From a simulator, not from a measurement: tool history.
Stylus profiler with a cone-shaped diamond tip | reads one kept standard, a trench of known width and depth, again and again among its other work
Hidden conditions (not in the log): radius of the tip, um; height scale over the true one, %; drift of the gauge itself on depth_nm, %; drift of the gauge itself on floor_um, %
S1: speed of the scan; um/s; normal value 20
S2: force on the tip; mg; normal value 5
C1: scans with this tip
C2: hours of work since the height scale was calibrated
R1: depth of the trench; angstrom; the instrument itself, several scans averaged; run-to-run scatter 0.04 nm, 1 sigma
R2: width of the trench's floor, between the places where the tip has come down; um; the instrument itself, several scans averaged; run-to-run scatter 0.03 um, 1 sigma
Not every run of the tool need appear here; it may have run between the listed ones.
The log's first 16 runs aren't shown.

| run | hour | S1 | S2 | C1 | C2 | R1 | R2 |
|---|---|---|---|---|---|---|---|
| 17 | 896.3 | 20 | 12.77 | 11631 | 1461 | 1019.1 | 97.84 |
| 18 | 949.5 | 20 | 12.77 | 11895 | 1495 | 1019.9 | 97.79 |
| 19 | 1018 | 20 | 11.83 | 12235 | 1537 | 1018.4 | 97.79 |
| 20 | 1077.6 | 20 | 11.83 | 12531 | 1575 | 1017.6 | 97.77 |
|  | 1111.6 | new tip fitted, height scale calibrated |
| 21 | 1119.5 | 20 | 3.85 | 40 | 5 | 1008.7 | 98.54 |
| 22 | 1177.8 | 20 | 3.85 | 329 | 41 | 1009.7 | 98.51 |
| 23 | 1246.6 | 20 | 3.85 | 671 | 84 | 1008.9 | 98.55 |
| 24 | 1289.1 | 20 | 5 | 882 | 111 | 1011.9 | 98.5 |
| 25 | 1348.8 | 35 | 6.39 | 1178 | 148 | 1013.1 | 98.43 |
| 26 | 1402.4 | 75 | 4.53 | 1445 | 182 | 1010.2 | 98.2 |
| 27 | 1464.3 | 8 | 3.23 | 1752 | 220 | 1007.7 | 98.46 |
| 28 | 1521.6 | 13 | 11.16 | 2036 | 256 | 1019.2 | 98.4 |
| 29 | 1561.8 | 13 | 11.16 | 2236 | 281 | 1019.2 | 98.4 |
| 30 | 1629.9 | 11 | 4.87 | 2574 | 323 | 1010.3 | 98.38 |
| 31 | 1707.1 | 48 | 3.01 | 2958 | 372 | 1006.8 | 98.16 |
| 32 | 1772.6 | 10 | 7.22 | 3283 | 413 | 1013.7 | 98.35 |
| 33 | 1854.7 | 7 | 3.65 | 3691 | 464 | 1008.2 | 98.32 |
| 34 | 1924.6 | 7 | 3.65 | 4038 | 507 | 1007.1 | 98.27 |
| 35 | 1977 | 20 | 14.75 | 4299 | 540 | 1023.1 | 98.2 |

Run 36 has not been measured yet. What should we expect?
| 36 | 2028.2 | 61 | 2.2 | 4553 | 572 | ? | ? |

R1: 1005.1 angstrom
R2: 97.98 um
Take away the tool's hidden state, keep the run-to-run variation as it was, and the same run would have given R1 1007 angstrom, R2 98.29 um.
